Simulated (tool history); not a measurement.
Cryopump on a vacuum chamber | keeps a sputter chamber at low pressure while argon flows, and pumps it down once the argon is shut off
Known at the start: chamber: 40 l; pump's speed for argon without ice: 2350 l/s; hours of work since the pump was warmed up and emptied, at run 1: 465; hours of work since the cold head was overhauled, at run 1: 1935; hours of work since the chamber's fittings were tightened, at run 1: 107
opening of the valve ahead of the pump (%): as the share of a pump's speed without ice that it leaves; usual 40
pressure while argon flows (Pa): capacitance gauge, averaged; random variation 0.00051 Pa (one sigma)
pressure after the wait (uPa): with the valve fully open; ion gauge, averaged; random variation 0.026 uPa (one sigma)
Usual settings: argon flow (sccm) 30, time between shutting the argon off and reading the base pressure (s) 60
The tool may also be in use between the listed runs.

run    hour  argon flow (sccm)  time between shutting the argon off and reading the base pressure (s)  opening of the valve ahead of the pump (%)  hours of work since the pump was warmed up and emptied  hours of work since the cold head was overhauled  hours of work since the chamber's fittings were tightened  pressure while argon flows (Pa)  pressure after the wait (uPa)
  1       0                 30                                                                     60                                          40                                                     465                                              1935                                                        107                           0.0574                           1.14
  2    65.3                 36                                                                     60                                          40                                                     512                                              1982                                                        154                           0.0688                           1.16
  3   136.5                 30                                                                     60                                          40                                                     563                                              2033                                                        205                           0.0584                           1.22
  4   167.2                 30                                                                     60                                          40                                                     585                                              2054                                                        227                           0.0593                           1.24
  5   225.6                 30                                                                     60                                          40                                                     626                                              2096                                                        269                           0.0593                           1.24
  6   280.8                 30                                                                     60                                          40                                                     666                                              2136                                                        309                           0.0591                            1.3
      326.8  -- pump warmed up, emptied and cooled again
  7   343.3                 37                                                                     60                                          40                                                      12                                              2177                                                        350                           0.0661                           1.23
  8   401.5                 30                                                                     60                                          49                                                      53                                              2219                                                        391                           0.0448                           1.23
  9   473.3                 30                                                                     60                                          49                                                     105                                              2270                                                        443                           0.0454                           1.25
 10   537.4                 30                                                                     60                                          49                                                     151                                              2316                                                        489                           0.0449                           1.28
 11   610.6                 30                                                                     60                                          49                                                     203                                              2368                                                        541                            0.046                           1.33
 12   661.1                 30                                                                     60                                          49                                                     239                                              2405                                                        577                           0.0462                           1.34
 13   707.6                 30                                                                     60                                          49                                                     273                                              2438                                                        611                           0.0467                           1.31
 14   783.3                 30                                                                     60                                          54                                                     327                                              2492                                                        665                           0.0423                           1.34
 15   854.1                 30                                                                     60                                          40                                                     378                                              2543                                                        715                           0.0572                           1.39
 16   912.2                 30                                                                    168                                          40                                                     419                                              2584                                                        757                           0.0568                           0.78
 17   979.8                 30                                                                    168                                          40                                                     468                                              2633                                                        805                           0.0582                           0.84
 18  1032.2                 28                                                                    168                                          40                                                     505                                              2670                                                        843                           0.0542                           0.82
 19  1089.9                 20                                                                     21                                          49                                                     546                                              2712                                                        884                           0.0321                           3.23
 20  1162.1                 48                                                                     21                                          33                                                     598                                              2763                                                        936                           0.1133                           3.26
 21    1225                 20                                                                     21                                          58                                                     643                                              2808                                                        981                           0.0291                           3.36
 22  1256.3                 20                                                                     33                                          44                                                     666                                              2831                                                       1003                           0.0366                           2.44
 23  1290.8                 30                                                                     30                                          30                                                     690                                              2856                                                       1028                           0.0786                           2.54
     1304.6  -- pump warmed up, emptied and cooled again
 24  1363.3                 30                                                                    129                                          30                                                      42                                              2904                                                       1077                           0.0721                           0.95
 25  1402.8                 30                                                                    129                                          30                                                      70                                              2932                                                       1105                           0.0725                           0.98
 26  1449.5                 24                                                                     42                                          38                                                     104                                              2966                                                       1138                            0.046                           1.97
 27  1517.4                 24                                                                     20                                          36                                                     152                                              3014                                                       1187                           0.0493                           3.54
 28  1585.7                 13                                                                     96                                          30                                                     201                                              3063                                                       1236                           0.0319                            1.2
 29  1637.6                 13                                                                    124                                          40                                                     238                                              3100                                                       1273                           0.0249                            1.1
 30    1690                 13                                                                    124                                          40                                                     276                                              3138                                                       1311                            0.024                           1.11
 31  1739.2                 40                                                                    109                                          40                                                     311                                              3173                                                       1346                           0.0761                           1.18
 32  1804.8                 40                                                                    109                                          40                                                     358                                              3220                                                       1393                           0.0766                           1.21
 33    1860                 37                                                                    129                                          16                                                     398                                              3260                                                       1432                           0.1694                           1.23

4 ways to go on from here, each from the tool as it stands after run 33. What would each give?
  A  1904.7                 38                                                                     40                                          24                                                     430                                              3292                                                       1464                                ?                              ?
  B  1904.7                 13                                                                     21                                          40                                                     430                                              3292                                                       1464                                ?                              ?
  C  1904.7                 37                                                                     49                                          50                                                     430                                              3292                                                       1464                                ?                              ?
  D  1904.7                 13                                                                     60                                          18                                                     430                                              3292                                                       1464                                ?                              ?

run  pressure while argon flows (Pa)  pressure after the wait (uPa)
  A                           0.1185                           2.09
  B                           0.0241                           3.47
  C                           0.0576                           1.91
  D                           0.0538                           1.66
Without the tool's hidden state the same runs would have given:
run  pressure while argon flows (Pa)  pressure after the wait (uPa)
  A                           0.1137                           1.51
  B                           0.0224                           2.88
  C                            0.053                           1.31
  D                           0.0522                           1.07
